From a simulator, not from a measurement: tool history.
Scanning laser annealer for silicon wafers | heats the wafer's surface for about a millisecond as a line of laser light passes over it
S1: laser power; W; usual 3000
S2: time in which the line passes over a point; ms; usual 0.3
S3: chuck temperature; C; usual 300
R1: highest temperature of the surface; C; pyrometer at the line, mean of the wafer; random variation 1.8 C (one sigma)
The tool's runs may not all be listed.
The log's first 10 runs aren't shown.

Run 11, hour 228.6: usual settings but S2 0.222 ms. Result: R1 911 C.
Run 12, hour 261.5: usual settings but S2 0.222 ms. Result: R1 911 C.
Run 13, hour 279.2: usual settings but S2 0.222 ms. Result: R1 914 C.
Run 14, hour 304.6: usual settings but S2 0.253 ms. Result: R1 960 C.
Run 15, hour 321.2: usual settings. Result: R1 1025 C.
Run 16, hour 348.8: usual settings. Result: R1 1029 C.
Run 17, hour 364.1: usual settings but S3 303 C. Result: R1 1025 C.
Run 18, hour 388.5: usual settings but S1 2864 W. Result: R1 983 C.
Run 19, hour 419.2: usual settings but S1 2912 W. Result: R1 997 C.
Run 20, hour 449.9: usual settings but S1 2912 W. Result: R1 997 C.
Run 21, hour 471.6: usual settings but S1 2912 W. Result: R1 999 C.
Run 22, hour 502.7: usual settings but S1 2689 W, S3 280 C. Result: R1 909 C.
Run 23, hour 532.1: usual settings but S1 3059 W, S2 0.295 ms. Result: R1 1033 C.
Run 24, hour 556.6: usual settings but S1 2893 W, S2 0.289 ms. Result: R1 977 C.
At hour 562.3: laser's power meter calibrated.
Run 25, hour 574.3: usual settings but S2 0.352 ms, S3 301 C. Result: R1 1091 C.
Run 26, hour 606.2: usual settings but S2 0.275 ms, S3 296 C. Result: R1 985 C.
Run 27, hour 624.4: usual settings but S1 2757 W, S2 0.275 ms, S3 296 C. Result: R1 912 C.
Run 28, hour 654.8: usual settings but S1 3027 W. Result: R1 1027 C.
Run 29, hour 683.7: usual settings but S1 3123 W, S2 0.319 ms, S3 311 C. Result: R1 1097 C.
Run 30, hour 700.7: usual settings but S1 3123 W, S2 0.319 ms, S3 311 C. Result: R1 1097 C.
Run 31, hour 728.6: usual settings but S1 2936 W, S2 0.348 ms, S3 311 C. Result: R1 1077 C.
At hour 758.6: laser's power meter calibrated, once more.
Run 32, hour 762.5: usual settings but S1 2936 W, S2 0.348 ms, S3 311 C. Result: R1 1070 C.
Run 33, hour 791.9: usual settings but S1 2936 W, S2 0.348 ms, S3 311 C. Result: R1 1067 C.
Run 34, hour 814.2: usual settings but S1 2599 W, S3 311 C. Result: R1 903 C.
Run 35, hour 846.9: usual settings but S1 2599 W, S3 311 C. Result: R1 905 C.

The next listed run, before its measurement:
Run 36, hour 864.5: usual settings but S1 3191 W, S3 311 C. Result: R1 ?.

R1: 1084 C
Without the tool's hidden state the same run would have given R1 1111 C.
